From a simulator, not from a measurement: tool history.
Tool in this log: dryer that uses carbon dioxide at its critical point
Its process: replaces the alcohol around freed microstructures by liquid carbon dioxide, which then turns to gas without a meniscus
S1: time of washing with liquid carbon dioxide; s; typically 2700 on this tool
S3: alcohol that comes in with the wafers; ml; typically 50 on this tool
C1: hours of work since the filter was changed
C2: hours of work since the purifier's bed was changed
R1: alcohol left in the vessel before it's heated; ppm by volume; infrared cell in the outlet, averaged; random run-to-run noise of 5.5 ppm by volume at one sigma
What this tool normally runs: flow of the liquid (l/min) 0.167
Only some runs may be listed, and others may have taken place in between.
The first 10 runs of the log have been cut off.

run 11 hour=149.1 | S1=1740 flow_of_the_liquid_(l/min)=0.167 S3=50 | C1=5 C2=267 | R1=1346
run 12 hour=161.9 | S1=2700 flow_of_the_liquid_(l/min)=0.136 S3=50 | C1=13 C2=275 | R1=564
run 13 hour=178.2 | S1=1800 flow_of_the_liquid_(l/min)=0.167 S3=50 | C1=22 C2=284 | R1=1206
run 14 hour=191.1 | S1=1800 flow_of_the_liquid_(l/min)=0.167 S3=50 | C1=30 C2=292 | R1=1225
run 15 hour=206.4 | S1=1800 flow_of_the_liquid_(l/min)=0.167 S3=50 | C1=39 C2=301 | R1=1253
run 16 hour=220.6 | S1=2700 flow_of_the_liquid_(l/min)=0.167 S3=50 | C1=47 C2=309 | R1=310
run 17 hour=228.7 | S1=2700 flow_of_the_liquid_(l/min)=0.167 S3=50 | C1=52 C2=314 | R1=323
run 18 hour=242.5 | S1=2700 flow_of_the_liquid_(l/min)=0.184 S3=50 | C1=60 C2=322 | R1=235
run 19 hour=257.9 | S1=2700 flow_of_the_liquid_(l/min)=0.184 S3=109 | C1=69 C2=331 | R1=366
run 20 hour=268.8 | S1=2700 flow_of_the_liquid_(l/min)=0.184 S3=109 | C1=75 C2=337 | R1=367
run 21 hour=284.0 | S1=4200 flow_of_the_liquid_(l/min)=0.167 S3=53 | C1=84 C2=346 | R1=153
run 22 hour=299.9 | S1=4200 flow_of_the_liquid_(l/min)=0.167 S3=53 | C1=93 C2=355 | R1=161
run 23 hour=310.1 | S1=3720 flow_of_the_liquid_(l/min)=0.267 S3=53 | C1=99 C2=361 | R1=161
run 24 hour=325.2 | S1=3720 flow_of_the_liquid_(l/min)=0.267 S3=53 | C1=108 C2=370 | R1=167
run 25 hour=338.3 | S1=2580 flow_of_the_liquid_(l/min)=0.159 S3=21 | C1=115 C2=377 | R1=307
run 26 hour=354.1 | S1=2580 flow_of_the_liquid_(l/min)=0.159 S3=21 | C1=125 C2=387 | R1=297
run 27 hour=369.1 | S1=2580 flow_of_the_liquid_(l/min)=0.159 S3=21 | C1=133 C2=395 | R1=319
run 28 hour=383.6 | S1=2700 flow_of_the_liquid_(l/min)=0.167 S3=50 | C1=142 C2=404 | R1=381
run 29 hour=399.5 | S1=2580 flow_of_the_liquid_(l/min)=0.175 S3=97 | C1=151 C2=413 | R1=600
run 30 hour=409.6 | S1=2580 flow_of_the_liquid_(l/min)=0.175 S3=97 | C1=157 C2=419 | R1=612
run 31 hour=426.8 | S1=2580 flow_of_the_liquid_(l/min)=0.175 S3=97 | C1=167 C2=429 | R1=602
run 32 hour=443.8 | S1=2040 flow_of_the_liquid_(l/min)=0.121 S3=50 | C1=177 C2=439 | R1=2807

For run 33, what comes out?
run 33 hour=458.8 | S1=2280 flow_of_the_liquid_(l/min)=0.203 S3=24 | C1=186 C2=448 | R1=?

R1: 291 ppm by volume
With the hidden condition absent and the run-to-run variation left alone, this run would have shown R1 71 ppm by volume.

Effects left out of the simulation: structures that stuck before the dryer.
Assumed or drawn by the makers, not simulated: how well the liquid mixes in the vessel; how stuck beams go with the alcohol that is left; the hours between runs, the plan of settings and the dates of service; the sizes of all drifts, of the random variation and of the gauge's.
